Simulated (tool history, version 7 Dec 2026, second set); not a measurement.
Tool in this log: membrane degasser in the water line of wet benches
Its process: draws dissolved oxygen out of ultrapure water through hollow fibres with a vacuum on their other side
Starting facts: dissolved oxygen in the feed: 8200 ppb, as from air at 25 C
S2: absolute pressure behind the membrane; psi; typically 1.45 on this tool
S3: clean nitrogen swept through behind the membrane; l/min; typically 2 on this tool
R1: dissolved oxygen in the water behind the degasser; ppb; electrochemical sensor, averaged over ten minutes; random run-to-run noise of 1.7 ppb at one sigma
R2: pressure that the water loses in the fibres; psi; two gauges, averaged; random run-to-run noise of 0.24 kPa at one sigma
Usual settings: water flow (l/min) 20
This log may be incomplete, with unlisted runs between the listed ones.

{"run": 1, "hour": 0.0, "water flow (l/min)": 20, "S2": 1.45, "S3": 2, "R1": 171.7, "R2": 8.987}
{"run": 2, "hour": 142.3, "water flow (l/min)": 20, "S2": 1.45, "S3": 2, "R1": 171.2, "R2": 9.02}
{"run": 3, "hour": 243.8, "water flow (l/min)": 20, "S2": 1.45, "S3": 2, "R1": 171.4, "R2": 8.968}
{"run": 4, "hour": 312.2, "water flow (l/min)": 15, "S2": 1.45, "S3": 2, "R1": 130.1, "R2": 6.746}
{"run": 5, "hour": 394.6, "water flow (l/min)": 15, "S2": 1.45, "S3": 2, "R1": 130.3, "R2": 6.704}
{"run": 6, "hour": 467.1, "water flow (l/min)": 20, "S2": 1.45, "S3": 1.26, "R1": 254.5, "R2": 8.971}
{"run": 7, "hour": 551.2, "water flow (l/min)": 20, "S2": 1.45, "S3": 1.26, "R1": 253.1, "R2": 9.007}
{"run": 8, "hour": 682.9, "water flow (l/min)": 20, "S2": 1.45, "S3": 1.26, "R1": 255.6, "R2": 9.117}
{"run": 9, "hour": 827.3, "water flow (l/min)": 20, "S2": 1.45, "S3": 1.26, "R1": 256.5, "R2": 9.002}
{"run": 10, "hour": 911.6, "water flow (l/min)": 20, "S2": 1.45, "S3": 1.26, "R1": 252.9, "R2": 9.043}
{"run": 11, "hour": 998.8, "water flow (l/min)": 20, "S2": 3.07, "S3": 2, "R1": 413.7, "R2": 9.068}
{"run": 12, "hour": 1076.8, "water flow (l/min)": 20, "S2": 1.45, "S3": 2, "R1": 171.9, "R2": 9.063}
{"run": 13, "hour": 1232.2, "water flow (l/min)": 20, "S2": 1.45, "S3": 2, "R1": 172.2, "R2": 9.071}
{"hour": 1245.4, "done": "vacuum gauge calibrated"}
{"run": 14, "hour": 1332.3, "water flow (l/min)": 20, "S2": 1.45, "S3": 2, "R1": 174.8, "R2": 9.11}
{"run": 15, "hour": 1455.1, "water flow (l/min)": 20, "S2": 1.45, "S3": 3.66, "R1": 100.8, "R2": 9.111}
{"hour": 1475.3, "done": "vacuum gauge calibrated, once more"}
{"run": 16, "hour": 1593.9, "water flow (l/min)": 20, "S2": 1.45, "S3": 3.66, "R1": 96.7, "R2": 9.14}
{"run": 17, "hour": 1725.5, "water flow (l/min)": 20, "S2": 1.45, "S3": 3.65, "R1": 99.8, "R2": 9.182}
{"run": 18, "hour": 1837.9, "water flow (l/min)": 29, "S2": 1.75, "S3": 2.45, "R1": 256.5, "R2": 13.255}
{"run": 19, "hour": 1954.7, "water flow (l/min)": 17, "S2": 1.23, "S3": 0.91, "R1": 223.2, "R2": 7.778}
{"run": 20, "hour": 2040.5, "water flow (l/min)": 17, "S2": 1.23, "S3": 0.91, "R1": 221.9, "R2": 7.761}
{"run": 21, "hour": 2119.1, "water flow (l/min)": 17, "S2": 1.23, "S3": 0.91, "R1": 225.4, "R2": 7.838}
{"run": 22, "hour": 2239.4, "water flow (l/min)": 26, "S2": 2.9, "S3": 0.81, "R1": 1016.8, "R2": 11.902}
{"run": 23, "hour": 2371.2, "water flow (l/min)": 16, "S2": 1.91, "S3": 2.34, "R1": 166.7, "R2": 7.388}
{"run": 24, "hour": 2442.2, "water flow (l/min)": 30, "S2": 1.71, "S3": 1.23, "R1": 448.3, "R2": 13.825}
{"run": 25, "hour": 2579.4, "water flow (l/min)": 22, "S2": 1.84, "S3": 2.06, "R1": 247.9, "R2": 10.166}
{"run": 26, "hour": 2648.0, "water flow (l/min)": 29, "S2": 2.18, "S3": 2.06, "R1": 394.7, "R2": 13.428}
{"run": 27, "hour": 2752.4, "water flow (l/min)": 20, "S2": 1.45, "S3": 2, "R1": 171.4, "R2": 9.208}
{"run": 28, "hour": 2896.8, "water flow (l/min)": 20, "S2": 1.62, "S3": 2.16, "R1": 182.9, "R2": 9.274}
{"run": 29, "hour": 2973.8, "water flow (l/min)": 27, "S2": 0.87, "S3": 2, "R1": 105.1, "R2": 12.495}
{"hour": 3023.6, "done": "seals of the vacuum lines changed"}
{"run": 30, "hour": 3100.5, "water flow (l/min)": 27, "S2": 0.87, "S3": 2, "R1": 108.2, "R2": 12.534}

Forecast each of these 3 alternatives for the next run:
{"run": "A", "hour": 3165.2, "water flow (l/min)": 15, "S2": 2.83, "S3": 2, "R1": "?", "R2": "?"}
{"run": "B", "hour": 3165.2, "water flow (l/min)": 13, "S2": 1.45, "S3": 2, "R1": "?", "R2": "?"}
{"run": "C", "hour": 3165.2, "water flow (l/min)": 17, "S2": 0.94, "S3": 2, "R1": "?", "R2": "?"}

run=A R1=291 R2=6.986
run=B R1=109.8 R2=6.002
run=C R1=73.4 R2=7.893
The same runs, with their run-to-run variation unchanged, on a tool lacking any hidden condition would have given:
run=A R1=288.4 R2=6.651
run=B R1=107.7 R2=5.713
run=C R1=70.2 R2=7.514

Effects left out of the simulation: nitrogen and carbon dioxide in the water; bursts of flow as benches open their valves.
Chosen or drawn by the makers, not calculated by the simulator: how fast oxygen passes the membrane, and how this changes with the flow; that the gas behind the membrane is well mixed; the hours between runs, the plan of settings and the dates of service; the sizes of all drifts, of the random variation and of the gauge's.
